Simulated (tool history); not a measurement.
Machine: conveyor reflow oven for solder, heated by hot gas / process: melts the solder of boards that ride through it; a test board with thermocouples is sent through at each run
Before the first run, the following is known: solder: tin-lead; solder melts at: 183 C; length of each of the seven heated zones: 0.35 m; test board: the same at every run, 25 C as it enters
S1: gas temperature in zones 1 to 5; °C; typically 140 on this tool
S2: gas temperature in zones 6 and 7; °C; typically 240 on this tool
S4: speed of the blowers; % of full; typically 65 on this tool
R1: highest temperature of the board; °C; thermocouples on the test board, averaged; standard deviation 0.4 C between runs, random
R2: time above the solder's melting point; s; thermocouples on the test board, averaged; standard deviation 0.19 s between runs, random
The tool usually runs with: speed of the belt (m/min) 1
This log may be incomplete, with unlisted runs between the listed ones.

{"run": 1, "hour": 0.0, "S1": 140, "S2": 240, "speed of the belt (m/min)": 1, "S4": 65, "R1": 211.7, "R2": 28.3}
{"hour": 7.6, "done": "flux residue cleaned out of gas plates and filters"}
{"run": 2, "hour": 24.6, "S1": 140, "S2": 240, "speed of the belt (m/min)": 1, "S4": 65, "R1": 213.7, "R2": 29.8}
{"run": 3, "hour": 47.6, "S1": 140, "S2": 240, "speed of the belt (m/min)": 1, "S4": 65, "R1": 213.2, "R2": 29.6}
{"run": 4, "hour": 69.5, "S1": 140, "S2": 240, "speed of the belt (m/min)": 1, "S4": 65, "R1": 213.3, "R2": 29.8}
{"run": 5, "hour": 83.7, "S1": 140, "S2": 240, "speed of the belt (m/min)": 1, "S4": 65, "R1": 212.8, "R2": 29.4}
{"run": 6, "hour": 116.1, "S1": 140, "S2": 240, "speed of the belt (m/min)": 1, "S4": 65, "R1": 213.4, "R2": 29.1}
{"run": 7, "hour": 141.9, "S1": 140, "S2": 240, "speed of the belt (m/min)": 1, "S4": 65, "R1": 212.5, "R2": 29.3}
{"run": 8, "hour": 155.9, "S1": 149, "S2": 240, "speed of the belt (m/min)": 1, "S4": 65, "R1": 215.1, "R2": 32.6}
{"run": 9, "hour": 171.9, "S1": 149, "S2": 240, "speed of the belt (m/min)": 1, "S4": 65, "R1": 215.3, "R2": 32.7}
{"run": 10, "hour": 190.9, "S1": 149, "S2": 240, "speed of the belt (m/min)": 1, "S4": 65, "R1": 215.5, "R2": 32.6}
{"run": 11, "hour": 208.6, "S1": 140, "S2": 240, "speed of the belt (m/min)": 1, "S4": 65, "R1": 212.9, "R2": 29.3}
{"run": 12, "hour": 235.3, "S1": 140, "S2": 240, "speed of the belt (m/min)": 1, "S4": 65, "R1": 212.7, "R2": 28.9}
{"run": 13, "hour": 253.8, "S1": 140, "S2": 240, "speed of the belt (m/min)": 1, "S4": 65, "R1": 213.4, "R2": 29.3}
{"run": 14, "hour": 281.6, "S1": 140, "S2": 240, "speed of the belt (m/min)": 1, "S4": 65, "R1": 212.6, "R2": 28.8}
{"run": 15, "hour": 308.2, "S1": 140, "S2": 240, "speed of the belt (m/min)": 1, "S4": 65, "R1": 213.2, "R2": 29.1}
{"run": 16, "hour": 329.2, "S1": 130, "S2": 236, "speed of the belt (m/min)": 1, "S4": 65, "R1": 207.1, "R2": 23.8}
{"run": 17, "hour": 346.2, "S1": 130, "S2": 252, "speed of the belt (m/min)": 1, "S4": 65, "R1": 219.5, "R2": 30.4}
{"run": 18, "hour": 376.0, "S1": 130, "S2": 252, "speed of the belt (m/min)": 1, "S4": 65, "R1": 218.5, "R2": 30.2}

Predict the results of run 19:
{"run": 19, "hour": 405.0, "S1": 154, "S2": 252, "speed of the belt (m/min)": 1, "S4": 59, "R1": "?", "R2": "?"}

Run 19 measured R1 222.2 °C, R2 36.9 s.
The same run, on a tool lacking any hidden state, would have yielded R1 224.1 °C, R2 37.1 s.
